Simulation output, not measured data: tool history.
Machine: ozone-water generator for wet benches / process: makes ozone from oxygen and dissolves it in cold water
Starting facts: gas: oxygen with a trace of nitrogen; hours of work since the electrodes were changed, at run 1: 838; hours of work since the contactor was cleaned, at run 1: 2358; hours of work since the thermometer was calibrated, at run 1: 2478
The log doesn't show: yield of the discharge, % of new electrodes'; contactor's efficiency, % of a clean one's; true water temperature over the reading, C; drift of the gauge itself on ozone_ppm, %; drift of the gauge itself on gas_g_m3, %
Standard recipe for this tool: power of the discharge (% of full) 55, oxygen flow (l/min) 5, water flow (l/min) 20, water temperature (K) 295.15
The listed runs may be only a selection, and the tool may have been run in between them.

run,hour,power of the discharge (% of full),oxygen flow (l/min),water flow (l/min),water temperature (K),hours of work since the electrodes were changed,hours of work since the contactor was cleaned,hours of work since the thermometer was calibrated,dissolved ozone (ppm),ozone in the gas ahead of the water (g/m3)
1,0,55,5,20,295.15,838,2358,2478,15.7,196.1
2,17.2,55,5,20,295.15,849,2368,2488,15.9,197.3
3,48.3,55,5,20,295.15,868,2387,2507,15.8,198.5
4,64,55,5,20,295.15,877,2397,2517,15.7,196.2
5,88.3,55,5,20,295.15,892,2412,2532,15.7,195.5
6,106.7,55,5,20,290.15,904,2423,2543,17.1,196.3
7,143.4,55,5,20,290.15,926,2446,2566,17,194.2
8,168.2,55,5,20,290.15,941,2461,2581,16.8,194
9,194.3,55,5,20,290.15,957,2477,2597,16.9,195
10,227.3,55,5,20,290.15,978,2497,2617,17.2,193.7
11,250.1,55,5,20,295.15,992,2511,2631,16.1,193.8
12,266.9,55,6.47,20,295.15,1002,2521,2641,16.1,174.1
13,287.2,55,6.47,20,295.15,1014,2534,2654,16,172.5
14,321,55,6.47,20,295.15,1035,2554,2675,15.9,174.1
15,354,55,6.47,20,295.15,1055,2575,2695,16.3,173.9
16,384.8,55,5,29,295.15,1074,2594,2714,10.8,192.4
17,416.1,55,5,29,295.15,1093,2613,2733,10.7,194.1
18,435.4,55,5,29,295.15,1105,2625,2745,10.5,192.3
19,463.5,99,5,17,295.15,1122,2642,2762,31.5,324.5
20,496,47,5,17,295.15,1142,2662,2782,16.1,167.5
21,515,46,2.64,13,295.15,1154,2673,2794,18.7,211.6
22,534.6,46,2.64,13,295.15,1166,2685,2806,18.5,212.8
# hour 555.3: gauge calibrated
23,559,46,2.64,13,295.15,1181,2700,2821,18.7,218.7
24,581.1,46,2.64,13,295.15,1195,2714,2834,18.5,217
25,616.6,65,2.64,13,295.15,1216,2736,2856,25.3,296
26,649.8,65,2.64,13,295.15,1237,2756,2876,25.3,294.7
27,679.8,55,3.68,19,298.15,1255,2775,2895,15.5,222.9
28,716.1,50,3.19,16,303.15,1277,2797,2917,15,217.6
29,741,50,3.19,16,303.15,1293,2812,2932,14.9,211.9
30,775.6,50,3.19,32,298.15,1314,2833,2953,7.6,215.4
31,794.9,64,3.19,17,298.15,1326,2845,2965,19.3,268.1
32,812.9,64,3.19,17,298.15,1337,2856,2976,19.1,265.8

Branching from run 32: 4 alternative next runs. What would each branch give?
A,843.2,47,7.7,30,298.15,1355,2875,2995,?,?
B,843.2,64,7.09,18,289.15,1355,2875,2995,?,?
C,843.2,64,3.19,25,298.15,1355,2875,2995,?,?
D,843.2,81,2.81,17,291.15,1355,2875,2995,?,?

run,dissolved ozone (ppm),ozone in the gas ahead of the water (g/m3)
A,9.2,139.1
B,22.9,191.9
C,12.6,268.4
D,24.9,347
With no hidden state in the tool, these same runs would have given:
run,dissolved ozone (ppm),ozone in the gas ahead of the water (g/m3)
A,9.2,141.3
B,22.9,194.9
C,12.6,272.6
D,24.9,352.4
